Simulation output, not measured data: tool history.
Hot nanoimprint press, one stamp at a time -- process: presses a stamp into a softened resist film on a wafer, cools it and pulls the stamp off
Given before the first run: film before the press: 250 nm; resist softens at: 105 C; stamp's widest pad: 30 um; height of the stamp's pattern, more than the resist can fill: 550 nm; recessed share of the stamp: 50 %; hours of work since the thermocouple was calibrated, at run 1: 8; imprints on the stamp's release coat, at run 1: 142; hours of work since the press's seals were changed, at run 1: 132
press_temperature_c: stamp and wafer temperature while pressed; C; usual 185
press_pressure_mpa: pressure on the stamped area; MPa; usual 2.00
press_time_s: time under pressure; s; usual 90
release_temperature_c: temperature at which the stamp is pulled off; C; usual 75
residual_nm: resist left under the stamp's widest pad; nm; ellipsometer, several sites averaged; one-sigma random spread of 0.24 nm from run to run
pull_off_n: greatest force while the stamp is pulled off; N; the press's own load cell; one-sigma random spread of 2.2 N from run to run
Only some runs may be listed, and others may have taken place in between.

| run | day | press_temperature_c | press_pressure_mpa | press_time_s | release_temperature_c | hours of work since the thermocouple was calibrated | imprints on the stamp's release coat | hours of work since the press's seals were changed | residual_nm | pull_off_n |
|---|---|---|---|---|---|---|---|---|---|---|
| 1 | 0.000 | 185 | 2.00 | 90 | 75 | 8 | 142 | 132 | 112.0 | 177 |
| 2 | 0.538 | 185 | 2.00 | 90 | 75 | 15 | 171 | 139 | 112.0 | 182 |
| 3 | 1.083 | 195 | 2.00 | 90 | 75 | 22 | 201 | 146 | 87.9 | 184 |
| 4 | 1.562 | 195 | 2.00 | 90 | 75 | 28 | 227 | 152 | 88.0 | 186 |
| 5 | 1.942 | 185 | 2.00 | 58 | 75 | 33 | 248 | 157 | 130.5 | 190 |
| 6 | 2.254 | 185 | 2.00 | 58 | 75 | 37 | 265 | 161 | 130.3 | 190 |
| 7 | 2.554 | 185 | 2.00 | 58 | 75 | 41 | 281 | 165 | 130.2 | 184 |
| 8 | 2.992 | 185 | 2.87 | 90 | 75 | 47 | 305 | 171 | 93.3 | 188 |
| 9 | 3.292 | 185 | 2.87 | 90 | 75 | 51 | 321 | 175 | 93.4 | 195 |
| 10 | 3.696 | 185 | 2.00 | 90 | 75 | 56 | 343 | 180 | 111.9 | 190 |
| 11 | 4.162 | 185 | 2.00 | 137 | 75 | 62 | 369 | 186 | 95.5 | 188 |
| 12 | 4.583 | 185 | 2.00 | 137 | 75 | 68 | 392 | 191 | 96.1 | 195 |
| 13 | 5.100 | 185 | 2.00 | 137 | 75 | 74 | 420 | 198 | 95.7 | 195 |
| 14 | 5.383 | 185 | 2.00 | 137 | 75 | 78 | 435 | 202 | 95.4 | 196 |
| 15 | 5.871 | 185 | 2.00 | 137 | 75 | 84 | 462 | 208 | 95.6 | 195 |
| 16 | 6.350 | 184 | 2.15 | 90 | 72 | 90 | 488 | 214 | 110.5 | 213 |
| 17 | 6.617 | 184 | 2.15 | 90 | 69 | 94 | 502 | 218 | 110.4 | 222 |
| 18 | 6.862 | 184 | 2.15 | 90 | 69 | 97 | 516 | 221 | 109.9 | 232 |
| 19 | 7.212 | 185 | 1.73 | 121 | 75 | 102 | 535 | 225 | 107.2 | 198 |
| 20 | 7.667 | 187 | 2.00 | 90 | 75 | 108 | 560 | 231 | 106.6 | 198 |
| 21 | 8.129 | 185 | 1.54 | 111 | 75 | 114 | 585 | 237 | 117.4 | 196 |
| 22 | 8.400 | 185 | 2.04 | 84 | 75 | 117 | 599 | 241 | 113.0 | 200 |
| 23 | 8.862 | 193 | 2.00 | 51 | 75 | 123 | 624 | 247 | 113.2 | 203 |
| 24 | 9.242 | 182 | 2.18 | 128 | 79 | 128 | 645 | 252 | 101.1 | 189 |
| 25 | 9.783 | 191 | 2.18 | 53 | 68 | 135 | 675 | 259 | 111.8 | 240 |
| 26 | 10.146 | 183 | 1.74 | 53 | 81 | 140 | 694 | 263 | 147.9 | 179 |
| 27 | 10.654 | 188 | 1.70 | 60 | 64 | 146 | 722 | 270 | 128.7 | 270 |
| 28 | 11.167 | 188 | 1.70 | 60 | 64 | 153 | 750 | 277 | 129.1 | 268 |
|  | 11.704 | stamp cleaned and given a new release coat |
| 29 | 11.729 | 190 | 2.00 | 90 | 64 | 157 | 1 | 281 | 98.6 | 221 |
| 30 | 12.004 | 186 | 1.23 | 83 | 68 | 161 | 16 | 284 | 139.7 | 205 |

Below, each run's measurement less what the same run would have read without the hidden state. Both values contain the same run-to-run variation, but the gauge's scatter may not be the same in both:
What the log doesn't record here: true temperature over the reading, C; pressure that arrives at the usual setting, %; grip of the stamp's worn release coat, % over a new coat's; drift of the gauge itself on residual_nm, %; drift of the gauge itself on pull_off_n, %.
| run | residual_nm | pull_off_n |
|---|---|---|
| 1 | -0.8 | +5 |
| 2 | -0.9 | +7 |
| 3 | -0.6 | +8 |
| 4 | -0.7 | +9 |
| 5 | -1.1 | +11 |
| 6 | -1.1 | +11 |
| 7 | -1.1 | +11 |
| 8 | -0.8 | +13 |
| 9 | -0.9 | +14 |
| 10 | -1.1 | +14 |
| 11 | -1.1 | +15 |
| 12 | -1.1 | +18 |
| 13 | -1.1 | +18 |
| 14 | -1.2 | +19 |
| 15 | -1.1 | +21 |
| 16 | -1.3 | +24 |
| 17 | -1.3 | +25 |
| 18 | -1.3 | +27 |
| 19 | -1.5 | +24 |
| 20 | -1.4 | +25 |
| 21 | -1.7 | +25 |
| 22 | -1.5 | +26 |
| 23 | -1.4 | +28 |
| 24 | -1.5 | +27 |
| 25 | -1.4 | +36 |
| 26 | -2.0 | +26 |
| 27 | -1.9 | +43 |
| 28 | -1.9 | +45 |
| 29 | -1.5 | -3 |
| 30 | -2.1 | -3 |
